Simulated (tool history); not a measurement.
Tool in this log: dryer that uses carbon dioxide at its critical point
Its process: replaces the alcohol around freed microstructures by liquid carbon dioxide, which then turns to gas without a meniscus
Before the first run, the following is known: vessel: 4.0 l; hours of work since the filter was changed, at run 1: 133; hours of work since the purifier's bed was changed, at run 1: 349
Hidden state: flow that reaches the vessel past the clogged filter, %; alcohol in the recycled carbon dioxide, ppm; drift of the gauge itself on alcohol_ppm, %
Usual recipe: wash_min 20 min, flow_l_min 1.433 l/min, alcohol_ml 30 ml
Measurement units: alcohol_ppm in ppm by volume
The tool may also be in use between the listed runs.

run   hour  wash_min  flow_l_min  alcohol_ml  hours of work since the filter was changed  hours of work since the purifier's bed was changed  alcohol_ppm
  1    0.0        20       1.433          30                                         133                                                 349          134
  2   11.5        20       2.380          30                                         138                                                 354          110
  3   28.9        20       2.380          30                                         147                                                 363          113
  4   45.2        20       2.380          30                                         155                                                 371          125
  5   54.0        20       2.380          30                                         159                                                 375          119
  6   70.5        31       2.380          30                                         167                                                 383          121
  7   80.8        20       1.433          30                                         172                                                 388          164
  8   89.4        20       1.433          30                                         176                                                 392          149
  9  100.7        27       1.433          30                                         182                                                 398          132
 10  108.3        20       1.433          30                                         185                                                 401          165
 11  125.9        20       1.433          30                                         194                                                 410          158
 12  137.8        19       1.433          30                                         200                                                 416          175
 13  152.1        19       1.433          30                                         207                                                 423          181
 14  165.5        20       1.433          30                                         213                                                 429          179
 15  178.4        30       1.433          30                                         220                                                 435          143
 16  185.8        20       2.260          42                                         223                                                 439          142
 17  197.2        20       2.260         113                                         229                                                 445          141
 18  207.8        27       1.433          25                                         234                                                 450          149
 19  219.4        27       1.433          25                                         239                                                 455          147
 20  226.8        23       1.433          88                                         243                                                 459          190
 21  242.4        15       1.890          61                                         251                                                 467          237
 22  252.5        32       1.130          30                                         256                                                 472          161
 23  266.2        27       1.290         112                                         262                                                 478          207
 24  282.9        16       1.433         111                                         270                                                 486          562
 25  299.1        16       1.433         111                                         278                                                 494          563
 26  310.7        16       1.433         111                                         284                                                 500          572
 27  320.5        16       1.433         111                                         289                                                 505          575
 28  336.4        16       1.433         111                                         296                                                 512          578

Some steps in alcohol_ppm, run to run, broken into two amounts with sign: the step expected even without the hidden condition (settings, incoming material, random variation), and the rest, left for the hidden condition together with whatever gauge scatter is not in both the measured and the hidden-condition-free result:
Run 19 -> 20: wash_min 27 -> 23, alcohol_ml 25 -> 88. alcohol_ppm +43 ppm by volume: hidden state +21, all else +22.
Run 21 -> 22: wash_min 15 -> 32, flow_l_min 1.890 -> 1.130, alcohol_ml 61 -> 30. alcohol_ppm -76 ppm by volume: hidden state -21, all else -55.
Run 23 -> 24: wash_min 27 -> 16, flow_l_min 1.290 -> 1.433, alcohol_ml 112 -> 111. alcohol_ppm +355 ppm by volume: hidden state +106, all else +249.
